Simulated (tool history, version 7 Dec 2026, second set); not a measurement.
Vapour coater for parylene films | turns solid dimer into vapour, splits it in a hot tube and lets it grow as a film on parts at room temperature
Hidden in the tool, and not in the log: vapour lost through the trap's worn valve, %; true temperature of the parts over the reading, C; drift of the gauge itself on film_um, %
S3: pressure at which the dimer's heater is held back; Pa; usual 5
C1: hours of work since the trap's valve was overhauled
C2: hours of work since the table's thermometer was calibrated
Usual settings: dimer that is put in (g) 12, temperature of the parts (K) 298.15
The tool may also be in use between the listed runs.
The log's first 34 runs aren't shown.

Run 35, day 16.158: usual settings but dimer that is put in (g) 10, temperature of the parts (K) 300.15, S3 4.99 Pa; C1 126; C2 264. Result: thickness of the film (um) 2.04.
Run 36, day 16.6: usual settings but temperature of the parts (K) 308.15, S3 2.31 Pa; C1 131; C2 269. Result: thickness of the film (um) 2.51.
Run 37, day 16.996: usual settings but dimer that is put in (g) 15, temperature of the parts (K) 305.15, S3 5.97 Pa; C1 136; C2 274. Result: thickness of the film (um) 2.75.
Run 38, day 17.638: usual settings but dimer that is put in (g) 15, temperature of the parts (K) 305.15, S3 5.97 Pa; C1 144; C2 282. Result: thickness of the film (um) 2.72.
Run 39, day 18.279: usual settings but dimer that is put in (g) 15, temperature of the parts (K) 305.15, S3 4.23 Pa; C1 152; C2 289. Result: thickness of the film (um) 2.94.
Run 40, day 18.638: usual settings but dimer that is put in (g) 9, temperature of the parts (K) 308.15; C1 156; C2 294. Result: thickness of the film (um) 1.6.
Run 41, day 19.267: usual settings but dimer that is put in (g) 9, temperature of the parts (K) 291.15; C1 164; C2 301. Result: thickness of the film (um) 2.18.
Run 42, day 19.967: usual settings but dimer that is put in (g) 8, temperature of the parts (K) 307.15; C1 172; C2 310. Result: thickness of the film (um) 1.44.
Run 43, day 20.596: usual settings but dimer that is put in (g) 8, temperature of the parts (K) 295.15, S3 2.74 Pa; C1 180; C2 317. Result: thickness of the film (um) 2.05.
Run 44, day 21.088: usual settings but dimer that is put in (g) 7, temperature of the parts (K) 295.15, S3 2.74 Pa; C1 186; C2 323. Result: thickness of the film (um) 1.8.
Run 45, day 21.671: usual settings but dimer that is put in (g) 7, S3 11.81 Pa; C1 193; C2 330. Result: thickness of the film (um) 1.25.
Run 46, day 22.367: usual settings but dimer that is put in (g) 7, S3 4.84 Pa; C1 201; C2 339. Result: thickness of the film (um) 1.51.

Forecast each of these 4 alternatives for the next run:
Run A, day 22.804: usual settings but dimer that is put in (g) 7, S3 6.22 Pa; C1 206; C2 344. Result: thickness of the film (um) ?.
Run B, day 22.804: usual settings but dimer that is put in (g) 7, S3 4.38 Pa; C1 206; C2 344. Result: thickness of the film (um) ?.
Run C, day 22.804: usual settings but temperature of the parts (K) 303.15; C1 206; C2 344. Result: thickness of the film (um) ?.
Run D, day 22.804: usual settings but dimer that is put in (g) 11, temperature of the parts (K) 307.15, S3 6.17 Pa; C1 206; C2 344. Result: thickness of the film (um) ?.

run  thickness of the film (um)
  A                        1.43
  B                        1.53
  C                        2.32
  D                        1.89
Without the tool's hidden state the same runs would have given:
run  thickness of the film (um)
  A                        1.43
  B                        1.53
  C                        2.33
  D                         1.9

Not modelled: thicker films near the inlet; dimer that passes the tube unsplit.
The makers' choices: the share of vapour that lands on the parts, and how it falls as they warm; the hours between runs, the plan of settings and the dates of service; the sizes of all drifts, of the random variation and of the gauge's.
